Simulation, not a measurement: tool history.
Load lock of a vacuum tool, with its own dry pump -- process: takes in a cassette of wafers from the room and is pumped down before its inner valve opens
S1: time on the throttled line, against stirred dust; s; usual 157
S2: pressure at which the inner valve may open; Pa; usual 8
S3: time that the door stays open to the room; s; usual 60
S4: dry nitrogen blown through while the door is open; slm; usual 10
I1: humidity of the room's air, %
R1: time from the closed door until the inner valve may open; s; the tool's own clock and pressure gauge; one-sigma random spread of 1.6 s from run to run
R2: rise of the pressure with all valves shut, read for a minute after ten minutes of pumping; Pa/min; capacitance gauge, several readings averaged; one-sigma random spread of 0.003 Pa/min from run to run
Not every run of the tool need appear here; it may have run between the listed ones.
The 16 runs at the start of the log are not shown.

{"run": 17, "hour": 1679.6, "S1": 157, "S2": 8, "S3": 60, "S4": 10, "I1": 43.3, "R1": 265.1, "R2": 0.054}
{"run": 18, "hour": 1787.0, "S1": 157, "S2": 8, "S3": 60, "S4": 10, "I1": 45.0, "R1": 267.4, "R2": 0.057}
{"run": 19, "hour": 1895.2, "S1": 157, "S2": 8, "S3": 60, "S4": 10, "I1": 48.6, "R1": 268.6, "R2": 0.058}
{"run": 20, "hour": 1981.4, "S1": 157, "S2": 11, "S3": 47, "S4": 45, "I1": 46.7, "R1": 262.7, "R2": 0.022}
{"run": 21, "hour": 2075.1, "S1": 157, "S2": 11, "S3": 47, "S4": 45, "I1": 49.4, "R1": 263.4, "R2": 0.022}
{"run": 22, "hour": 2215.6, "S1": 133, "S2": 11, "S3": 47, "S4": 45, "I1": 46.0, "R1": 243.4, "R2": 0.018}
{"run": 23, "hour": 2348.6, "S1": 109, "S2": 14, "S3": 60, "S4": 45, "I1": 45.7, "R1": 220.9, "R2": 0.022}
{"run": 24, "hour": 2463.0, "S1": 254, "S2": 8, "S3": 65, "S4": 7, "I1": 43.2, "R1": 352.3, "R2": 0.059}
{"run": 25, "hour": 2545.7, "S1": 157, "S2": 7, "S3": 123, "S4": 10, "I1": 46.3, "R1": 267.8, "R2": 0.096}
{"run": 26, "hour": 2626.8, "S1": 157, "S2": 14, "S3": 40, "S4": 10, "I1": 44.2, "R1": 260.4, "R2": 0.038}
{"run": 27, "hour": 2756.7, "S1": 157, "S2": 12, "S3": 60, "S4": 10, "I1": 46.1, "R1": 260.3, "R2": 0.056}
{"run": 28, "hour": 2886.2, "S1": 157, "S2": 11, "S3": 32, "S4": 10, "I1": 46.1, "R1": 262.2, "R2": 0.033}
{"run": 29, "hour": 2981.6, "S1": 157, "S2": 12, "S3": 60, "S4": 30, "I1": 43.8, "R1": 261.6, "R2": 0.028}
{"run": 30, "hour": 3067.0, "S1": 80, "S2": 10, "S3": 60, "S4": 10, "I1": 44.9, "R1": 198.9, "R2": 0.052}
{"run": 31, "hour": 3177.6, "S1": 80, "S2": 14, "S3": 99, "S4": 10, "I1": 47.1, "R1": 194.6, "R2": 0.082}
{"run": 32, "hour": 3240.3, "S1": 263, "S2": 11, "S3": 41, "S4": 19, "I1": 44.5, "R1": 349.6, "R2": 0.028}
{"run": 33, "hour": 3375.6, "S1": 263, "S2": 11, "S3": 41, "S4": 19, "I1": 44.2, "R1": 353.8, "R2": 0.033}
{"run": 34, "hour": 3448.4, "S1": 263, "S2": 6, "S3": 41, "S4": 4, "I1": 43.3, "R1": 365.9, "R2": 0.047}
{"run": 35, "hour": 3577.0, "S1": 97, "S2": 13, "S3": 124, "S4": 39, "I1": 45.3, "R1": 209.2, "R2": 0.048}
{"run": 36, "hour": 3710.6, "S1": 116, "S2": 13, "S3": 124, "S4": 10, "I1": 48.8, "R1": 222.7, "R2": 0.1}
{"run": 37, "hour": 3790.1, "S1": 94, "S2": 10, "S3": 156, "S4": 10, "I1": 44.0, "R1": 209.8, "R2": 0.103}

Each row is a separate what-if for the run after 37, all from the same tool condition, not one after another. Results?
{"run": "A", "hour": 3899.5, "S1": 157, "S2": 8, "S3": 62, "S4": 31, "I1": 45.3, "R1": "?", "R2": "?"}
{"run": "B", "hour": 3899.5, "S1": 240, "S2": 7, "S3": 60, "S4": 42, "I1": 47.2, "R1": "?", "R2": "?"}
{"run": "C", "hour": 3899.5, "S1": 157, "S2": 8, "S3": 60, "S4": 31, "I1": 48.7, "R1": "?", "R2": "?"}
{"run": "D", "hour": 3899.5, "S1": 94, "S2": 16, "S3": 33, "S4": 4, "I1": 45.2, "R1": "?", "R2": "?"}

run=A R1=269.1 R2=0.034
run=B R1=341.0 R2=0.024
run=C R1=266.5 R2=0.037
run=D R1=205.1 R2=0.045
Had the tool no hidden state, the same runs would have come out as:
run=A R1=268.9 R2=0.034
run=B R1=340.9 R2=0.023
run=C R1=266.4 R2=0.037
run=D R1=204.9 R2=0.044

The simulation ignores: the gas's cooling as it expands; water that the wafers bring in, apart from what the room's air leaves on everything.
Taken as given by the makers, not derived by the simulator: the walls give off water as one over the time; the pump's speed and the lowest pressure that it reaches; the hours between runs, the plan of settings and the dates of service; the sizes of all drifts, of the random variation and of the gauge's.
